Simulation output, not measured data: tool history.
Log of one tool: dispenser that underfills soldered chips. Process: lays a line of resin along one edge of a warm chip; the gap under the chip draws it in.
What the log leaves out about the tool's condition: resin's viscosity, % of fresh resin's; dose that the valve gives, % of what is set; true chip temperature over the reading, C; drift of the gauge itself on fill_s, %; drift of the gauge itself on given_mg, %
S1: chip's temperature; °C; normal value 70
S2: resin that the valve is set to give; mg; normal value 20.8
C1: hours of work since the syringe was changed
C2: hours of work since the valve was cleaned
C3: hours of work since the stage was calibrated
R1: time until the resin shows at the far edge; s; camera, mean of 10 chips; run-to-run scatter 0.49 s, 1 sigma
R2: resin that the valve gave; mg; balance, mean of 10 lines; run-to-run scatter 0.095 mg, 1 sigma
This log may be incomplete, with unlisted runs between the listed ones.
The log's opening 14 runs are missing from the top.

| run | hour | S1 | S2 | C1 | C2 | C3 | R1 | R2 |
|---|---|---|---|---|---|---|---|---|
|  | 158.4 | new syringe of resin |
| 15 | 158.5 | 70 | 18.0 | 0 | 73 | 200 | 39.7 | 17.66 |
| 16 | 168.0 | 70 | 24.9 | 7 | 80 | 207 | 54.9 | 24.27 |
|  | 173.1 | new syringe of resin |
|  | 179.0 | dispensing valve cleaned and set on the balance |
| 17 | 184.3 | 70 | 20.3 | 7 | 4 | 217 | 58.2 | 20.00 |
|  | 187.7 | new syringe of resin |
| 18 | 193.5 | 70 | 20.3 | 4 | 10 | 224 | 47.2 | 20.07 |
|  | 202.0 | new syringe of resin |
| 19 | 207.7 | 70 | 20.3 | 4 | 20 | 234 | 47.0 | 20.06 |
|  | 215.5 | new syringe of resin |
| 20 | 215.5 | 59 | 20.6 | 0 | 26 | 239 | 67.7 | 20.19 |
| 21 | 226.5 | 59 | 20.6 | 8 | 34 | 247 | 107.7 | 20.36 |
|  | 229.6 | new syringe of resin |
| 22 | 241.2 | 56 | 20.8 | 8 | 44 | 258 | 126.9 | 20.34 |
|  | 243.8 | new syringe of resin |
| 23 | 248.3 | 56 | 19.2 | 3 | 49 | 262 | 98.5 | 18.80 |
|  | 258.3 | new syringe of resin |
| 24 | 259.1 | 56 | 23.1 | 1 | 56 | 270 | 78.0 | 22.42 |
| 25 | 268.0 | 67 | 18.0 | 7 | 63 | 276 | 67.4 | 17.57 |
|  | 271.7 | new syringe of resin |
| 26 | 282.0 | 70 | 21.0 | 7 | 73 | 286 | 55.5 | 20.39 |
|  | 285.5 | new syringe of resin |
| 27 | 297.5 | 70 | 23.9 | 9 | 84 | 297 | 59.7 | 23.13 |
|  | 299.2 | new syringe of resin |
|  | 304.4 | dispensing valve cleaned and set on the balance |
| 28 | 306.1 | 60 | 24.2 | 4 | 1 | 303 | 77.4 | 24.09 |
|  | 315.0 | new syringe of resin |
| 29 | 317.0 | 66 | 18.3 | 1 | 9 | 310 | 50.3 | 18.37 |
|  | 329.1 | new syringe of resin |
| 30 | 329.2 | 66 | 18.3 | 0 | 17 | 319 | 47.0 | 18.27 |
| 31 | 335.7 | 57 | 23.8 | 5 | 22 | 323 | 92.5 | 23.64 |
|  | 343.4 | new syringe of resin |
| 32 | 344.9 | 67 | 20.8 | 1 | 29 | 330 | 45.8 | 20.77 |
|  | 357.4 | new syringe of resin |
| 33 | 358.1 | 67 | 20.8 | 1 | 38 | 339 | 44.8 | 20.50 |
| 34 | 364.9 | 63 | 23.8 | 5 | 43 | 344 | 69.5 | 23.37 |
|  | 371.2 | new syringe of resin |
| 35 | 379.8 | 61 | 23.9 | 6 | 53 | 355 | 79.5 | 23.36 |

3 options for the next run, each taken on its own from the tool as it stands now. Forecast them:
|  | 384.8 | new syringe of resin |
| A | 392.7 | 78 | 23.9 | 6 | 62 | 364 | ? | ? |
|  | 384.8 | new syringe of resin |
| B | 392.7 | 60 | 19.3 | 6 | 62 | 364 | ? | ? |
|  | 384.8 | new syringe of resin |
| C | 392.7 | 84 | 22.1 | 6 | 62 | 364 | ? | ? |

| run | R1 | R2 |
|---|---|---|
| A | 31.0 | 23.45 |
| B | 87.1 | 18.84 |
| C | 23.3 | 21.62 |
The same runs, with their run-to-run variation unchanged, on a tool lacking any hidden condition would have given:
| run | R1 | R2 |
|---|---|---|
| A | 24.0 | 23.96 |
| B | 68.2 | 19.25 |
| C | 18.0 | 22.09 |

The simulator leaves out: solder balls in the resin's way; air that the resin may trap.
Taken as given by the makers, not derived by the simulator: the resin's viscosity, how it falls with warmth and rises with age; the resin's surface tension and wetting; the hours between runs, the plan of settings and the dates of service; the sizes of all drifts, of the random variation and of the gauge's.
